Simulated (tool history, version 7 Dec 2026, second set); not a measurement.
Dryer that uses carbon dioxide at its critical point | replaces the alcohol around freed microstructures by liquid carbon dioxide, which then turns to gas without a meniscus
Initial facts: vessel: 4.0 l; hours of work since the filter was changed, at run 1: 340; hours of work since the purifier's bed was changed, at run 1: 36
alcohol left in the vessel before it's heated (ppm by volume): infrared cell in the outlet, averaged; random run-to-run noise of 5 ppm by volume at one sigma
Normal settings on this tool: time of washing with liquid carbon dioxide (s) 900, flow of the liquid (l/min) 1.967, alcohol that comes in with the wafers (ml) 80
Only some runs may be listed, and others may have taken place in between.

run   hour  time of washing with liquid carbon dioxide (s)  flow of the liquid (l/min)  alcohol that comes in with the wafers (ml)  hours of work since the filter was changed  hours of work since the purifier's bed was changed  alcohol left in the vessel before it's heated (ppm by volume)
  1      0                                             900                       1.967                                          80                                         340                                                  36                                                             62
  2    8.4                                             900                       1.967                                          80                                         344                                                  39                                                             56
  3   20.6                                             900                       1.967                                          80                                         349                                                  44                                                             52
  4   26.4                                             900                       1.967                                          80                                         351                                                  47                                                             51
  5   39.6                                             900                        1.49                                          80                                         356                                                  52                                                            187
  6   46.9                                             900                       1.967                                          80                                         359                                                  55                                                             60
  7   55.2                                             600                       1.967                                          80                                         363                                                  59                                                            354
  8   63.8                                             900                        1.49                                          80                                         366                                                  62                                                            208
      74.6  -- inlet filter changed
  9   77.3                                             660                        1.49                                          80                                           1                                                  67                                                            382
 10   88.4                                             660                        1.87                                          80                                           6                                                  72                                                            143
 11  100.8                                             660                        1.87                                          80                                          11                                                  77                                                            147
 12    111                                             660                        1.87                                          80                                          15                                                  81                                                            149
 13  121.5                                             660                        2.66                                          80                                          19                                                  85                                                             39
 14  129.4                                             900                       1.967                                          80                                          23                                                  89                                                             39
 15  137.6                                             900                       1.967                                          54                                          26                                                  92                                                             29
 16  148.5                                             900                       1.967                                          54                                          30                                                  96                                                             37
 17  154.9                                            1020                       1.967                                          54                                          33                                                  99                                                             21
 18  163.1                                            1020                       1.967                                          54                                          36                                                 102                                                             23
 19  175.6                                            1020                       1.967                                          54                                          41                                                 108                                                             31
 20  182.7                                             900                       1.967                                          20                                          44                                                 110                                                             19
 21  188.9                                             900                       1.967                                          20                                          47                                                 113                                                             25
 22    199                                             900                       1.967                                          20                                          51                                                 117                                                             38
 23  207.5                                             900                       1.967                                          20                                          55                                                 121                                                             26
 24    216                                             900                       1.967                                          32                                          58                                                 124                                                             27
 25  228.8                                             900                       1.967                                          32                                          63                                                 129                                                             33
 26  238.3                                            1020                       1.967                                          80                                          67                                                 133                                                             31
 27  244.9                                             840                        2.89                                          57                                          70                                                 136                                                             26
 28  254.3                                             840                        2.89                                          57                                          74                                                 140                                                             24
 29  264.6                                             960                        2.97                                          51                                          78                                                 144                                                             23
 30  277.7                                             960                        2.97                                          51                                          83                                                 150                                                             30
 31  287.5                                             600                        2.43                                          20                                          87                                                 154                                                             45
 32  300.6                                             600                        1.51                                          55                                          93                                                 159                                                            420
 33  307.9                                             720                        2.39                                          47                                          96                                                 162                                                             39
 34  321.2                                            1140                        1.43                                          85                                         101                                                 167                                                             59
 35  331.3                                            1380                        1.38                                          20                                         105                                                 172                                                             31
 36  337.9                                            1380                       1.967                                          54                                         108                                                 174                                                             29
 37  351.4                                             720                        2.15                                          39                                         114                                                 180                                                             45
 38  357.3                                             720                        2.15                                          39                                         116                                                 182                                                             53
 39  365.7                                             720                        2.15                                          39                                         120                                                 186                                                             62
 40  373.2                                             720                        2.15                                          39                                         123                                                 189                                                             58
 41  380.6                                             600                        2.32                                          65                                         126                                                 192                                                            113
 42  393.1                                             660                        1.47                                          84                                         131                                                 197                                                            521
 43  398.6                                            1320                        2.32                                          22                                         133                                                 199                                                             28
 44  410.6                                            1260                         3.3                                         102                                         138                                                 204                                                             33
 45  423.2                                             900                       1.967                                          20                                         143                                                 209                                                             38
 46  435.1                                             900                       1.967                                          20                                         148                                                 214                                                             42
 47  446.3                                             600                        2.06                                          20                                         153                                                 219                                                             82

Branching from run 47: 4 alternative next runs. What would each branch give?
  A  453.2                                             720                        2.06                                          20                                         156                                                 222                                                              ?
  B  453.2                                             900                       1.967                                          98                                         156                                                 222                                                              ?
  C  453.2                                             600                        1.19                                          20                                         156                                                 222                                                              ?
  D  453.2                                             600                        2.06                                          58                                         156                                                 222                                                              ?

run  alcohol left in the vessel before it's heated (ppm by volume)
  A                                                             63
  B                                                             68
  C                                                            365
  D                                                            163
What these runs would have given with no unlogged condition in the tool:
run  alcohol left in the vessel before it's heated (ppm by volume)
  A                                                             27
  B                                                             26
  C                                                            274
  D                                                             93
